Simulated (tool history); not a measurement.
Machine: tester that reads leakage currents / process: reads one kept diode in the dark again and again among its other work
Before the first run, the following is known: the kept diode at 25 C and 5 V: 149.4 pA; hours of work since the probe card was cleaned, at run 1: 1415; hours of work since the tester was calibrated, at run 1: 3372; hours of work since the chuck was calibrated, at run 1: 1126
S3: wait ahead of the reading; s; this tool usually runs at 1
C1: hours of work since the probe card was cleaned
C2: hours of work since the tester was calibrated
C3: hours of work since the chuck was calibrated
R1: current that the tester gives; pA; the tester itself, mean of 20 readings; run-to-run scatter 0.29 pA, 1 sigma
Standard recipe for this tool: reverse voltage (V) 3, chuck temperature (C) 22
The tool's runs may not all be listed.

run 1 hour=0 | reverse_voltage_(V)=3 chuck_temperature_(C)=22 S3=1 | C1=1415 C2=3372 C3=1126 | R1=113.97
run 2 hour=78.9 | reverse_voltage_(V)=3 chuck_temperature_(C)=22 S3=1 | C1=1473 C2=3430 C3=1184 | R1=115.07
run 3 hour=196 | reverse_voltage_(V)=3 chuck_temperature_(C)=22 S3=1 | C1=1560 C2=3517 C3=1271 | R1=116.36
-- hour=248.1 chuck's temperature calibrated
run 4 hour=276.3 | reverse_voltage_(V)=3 chuck_temperature_(C)=22 S3=1 | C1=1618 C2=3575 C3=21 | R1=99.99
run 5 hour=384.2 | reverse_voltage_(V)=3 chuck_temperature_(C)=22 S3=1 | C1=1697 C2=3655 C3=101 | R1=101.35
run 6 hour=449.4 | reverse_voltage_(V)=3 chuck_temperature_(C)=22 S3=1 | C1=1745 C2=3703 C3=149 | R1=101.83
run 7 hour=531.7 | reverse_voltage_(V)=3 chuck_temperature_(C)=22 S3=1 | C1=1806 C2=3764 C3=210 | R1=103.88
run 8 hour=600.2 | reverse_voltage_(V)=3 chuck_temperature_(C)=22 S3=1 | C1=1857 C2=3814 C3=260 | R1=104.12
-- hour=654 probe card cleaned and baked
run 9 hour=694.4 | reverse_voltage_(V)=3 chuck_temperature_(C)=22 S3=1 | C1=30 C2=3882 C3=328 | R1=103.61
run 10 hour=756.9 | reverse_voltage_(V)=3 chuck_temperature_(C)=50 S3=1 | C1=76 C2=3928 C3=374 | R1=1254.73
run 11 hour=811.3 | reverse_voltage_(V)=3 chuck_temperature_(C)=50 S3=1 | C1=116 C2=3968 C3=414 | R1=1260.36
run 12 hour=920.6 | reverse_voltage_(V)=3 chuck_temperature_(C)=50 S3=1 | C1=197 C2=4049 C3=495 | R1=1269.2
run 13 hour=1012.6 | reverse_voltage_(V)=3 chuck_temperature_(C)=22 S3=1 | C1=265 C2=4117 C3=563 | R1=107.47
run 14 hour=1110.4 | reverse_voltage_(V)=3 chuck_temperature_(C)=22 S3=1 | C1=337 C2=4189 C3=635 | R1=108.28
run 15 hour=1216.8 | reverse_voltage_(V)=3 chuck_temperature_(C)=22 S3=1 | C1=416 C2=4268 C3=714 | R1=109.31
run 16 hour=1284.5 | reverse_voltage_(V)=3 chuck_temperature_(C)=22 S3=1 | C1=466 C2=4318 C3=764 | R1=110.19
run 17 hour=1353.8 | reverse_voltage_(V)=3 chuck_temperature_(C)=33 S3=1 | C1=517 C2=4369 C3=815 | R1=307.57
run 18 hour=1437.2 | reverse_voltage_(V)=3 chuck_temperature_(C)=22 S3=0.43 | C1=579 C2=4431 C3=877 | R1=112.7
run 19 hour=1491.9 | reverse_voltage_(V)=3 chuck_temperature_(C)=22 S3=0.43 | C1=619 C2=4471 C3=917 | R1=113.28
run 20 hour=1552.7 | reverse_voltage_(V)=3 chuck_temperature_(C)=22 S3=0.43 | C1=664 C2=4516 C3=962 | R1=113.96
run 21 hour=1659.2 | reverse_voltage_(V)=3 chuck_temperature_(C)=22 S3=0.43 | C1=743 C2=4595 C3=1041 | R1=115.51
run 22 hour=1755.8 | reverse_voltage_(V)=10.55 chuck_temperature_(C)=32 S3=1.01 | C1=814 C2=4666 C3=1112 | R1=433.9
run 23 hour=1808.8 | reverse_voltage_(V)=1.26 chuck_temperature_(C)=21 S3=1.01 | C1=854 C2=4706 C3=1152 | R1=80.69
run 24 hour=1903 | reverse_voltage_(V)=1.36 chuck_temperature_(C)=35 S3=0.34 | C1=923 C2=4775 C3=1221 | R1=304.38
-- hour=2014.7 chuck's temperature calibrated
run 25 hour=2014.7 | reverse_voltage_(V)=1.3 chuck_temperature_(C)=32 S3=1.28 | C1=1004 C2=4856 C3=0 | R1=195.2
run 26 hour=2121.2 | reverse_voltage_(V)=14.92 chuck_temperature_(C)=23 S3=4.35 | C1=1083 C2=4935 C3=79 | R1=182.38
run 27 hour=2188.5 | reverse_voltage_(V)=16.37 chuck_temperature_(C)=23 S3=4.35 | C1=1133 C2=4985 C3=128 | R1=189.42
run 28 hour=2249.9 | reverse_voltage_(V)=3 chuck_temperature_(C)=47 S3=5.57 | C1=1178 C2=5030 C3=174 | R1=955.76
run 29 hour=2345.5 | reverse_voltage_(V)=3 chuck_temperature_(C)=47 S3=5.57 | C1=1249 C2=5101 C3=245 | R1=964.19
run 30 hour=2428.3 | reverse_voltage_(V)=5.41 chuck_temperature_(C)=47 S3=7.39 | C1=1310 C2=5162 C3=306 | R1=1164.69

Run 31 comes next. What will it give?
run 31 hour=2488 | reverse_voltage_(V)=10.6 chuck_temperature_(C)=23 S3=4.24 | C1=1354 C2=5206 C3=350 | R1=?

R1: 170.36 pA
With no hidden state in the tool, this same run would have given R1 155.96 pA.

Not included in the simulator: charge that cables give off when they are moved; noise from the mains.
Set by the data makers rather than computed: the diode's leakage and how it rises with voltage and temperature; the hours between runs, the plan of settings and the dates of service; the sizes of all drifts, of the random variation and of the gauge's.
